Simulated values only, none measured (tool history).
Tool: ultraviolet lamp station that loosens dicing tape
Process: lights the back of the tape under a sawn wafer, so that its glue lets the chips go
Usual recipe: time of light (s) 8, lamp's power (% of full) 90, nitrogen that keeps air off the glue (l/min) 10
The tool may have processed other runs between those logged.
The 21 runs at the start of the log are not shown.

| run | day | time of light (s) | lamp's power (% of full) | nitrogen that keeps air off the glue (l/min) | hours of work of the lamp | hours of work since the window was cleaned | force that peels the tape off (N) | light that reached the tape (mJ/cm2) |
|---|---|---|---|---|---|---|---|---|
| 22 | 15.054 | 8 | 99 | 10 | 604 | 26 | 0.331 | 334 |
| 23 | 15.612 | 8 | 91 | 10 | 612 | 34 | 0.395 | 300 |
| 24 | 16.288 | 5 | 80 | 10 | 622 | 43 | 1.270 | 166 |
| 25 | 16.733 | 5 | 80 | 11 | 628 | 49 | 1.280 | 163 |
| 26 | 17.175 | 5 | 80 | 11 | 634 | 56 | 1.242 | 164 |
| 27 | 17.821 | 5 | 76 | 4 | 643 | 65 | 2.187 | 154 |
| 28 | 18.742 | 11 | 76 | 4 | 656 | 78 | 0.684 | 330 |
|  | 19.554 | window cleaned of glue's vapour, once more |
| 29 | 19.775 | 11 | 76 | 4 | 670 | 3 | 0.531 | 373 |
| 30 | 20.788 | 14 | 90 | 10 | 684 | 17 | 0.126 | 555 |
| 31 | 21.279 | 14 | 90 | 10 | 691 | 24 | 0.113 | 556 |
| 32 | 21.858 | 14 | 90 | 10 | 699 | 32 | 0.136 | 556 |
| 33 | 22.562 | 9 | 71 | 4 | 709 | 42 | 0.962 | 277 |
| 34 | 23.496 | 8 | 74 | 5 | 722 | 55 | 0.955 | 254 |
| 35 | 24.096 | 10 | 81 | 7 | 731 | 64 | 0.393 | 347 |
| 36 | 24.688 | 8 | 90 | 19 | 739 | 72 | 0.260 | 307 |
| 37 | 25.121 | 8 | 79 | 10 | 745 | 78 | 0.556 | 268 |
| 38 | 25.892 | 15 | 92 | 13 | 756 | 89 | 0.108 | 579 |
| 39 | 26.483 | 15 | 92 | 13 | 764 | 97 | 0.119 | 572 |
| 40 | 27.175 | 15 | 84 | 3 | 774 | 107 | 0.326 | 519 |
| 41 | 28.175 | 8 | 80 | 10 | 788 | 121 | 0.536 | 261 |
| 42 | 28.825 | 8 | 90 | 4 | 797 | 130 | 0.857 | 292 |
| 43 | 29.388 | 9 | 90 | 8 | 805 | 138 | 0.382 | 326 |

Forecast each of these 3 alternatives for the next run:
| A | 30.350 | 8 | 68 | 11 | 818 | 151 | ? | ? |
| B | 30.350 | 7 | 61 | 19 | 818 | 151 | ? | ? |
| C | 30.350 | 8 | 90 | 19 | 818 | 151 | ? | ? |

| run | force that peels the tape off (N) | light that reached the tape (mJ/cm2) |
|---|---|---|
| A | 0.789 | 215 |
| B | 0.904 | 170 |
| C | 0.305 | 286 |
What these runs would have given with no unlogged condition in the tool:
| run | force that peels the tape off (N) | light that reached the tape (mJ/cm2) |
|---|---|---|
| A | 0.302 | 334 |
| B | 0.361 | 264 |
| C | 0.132 | 445 |

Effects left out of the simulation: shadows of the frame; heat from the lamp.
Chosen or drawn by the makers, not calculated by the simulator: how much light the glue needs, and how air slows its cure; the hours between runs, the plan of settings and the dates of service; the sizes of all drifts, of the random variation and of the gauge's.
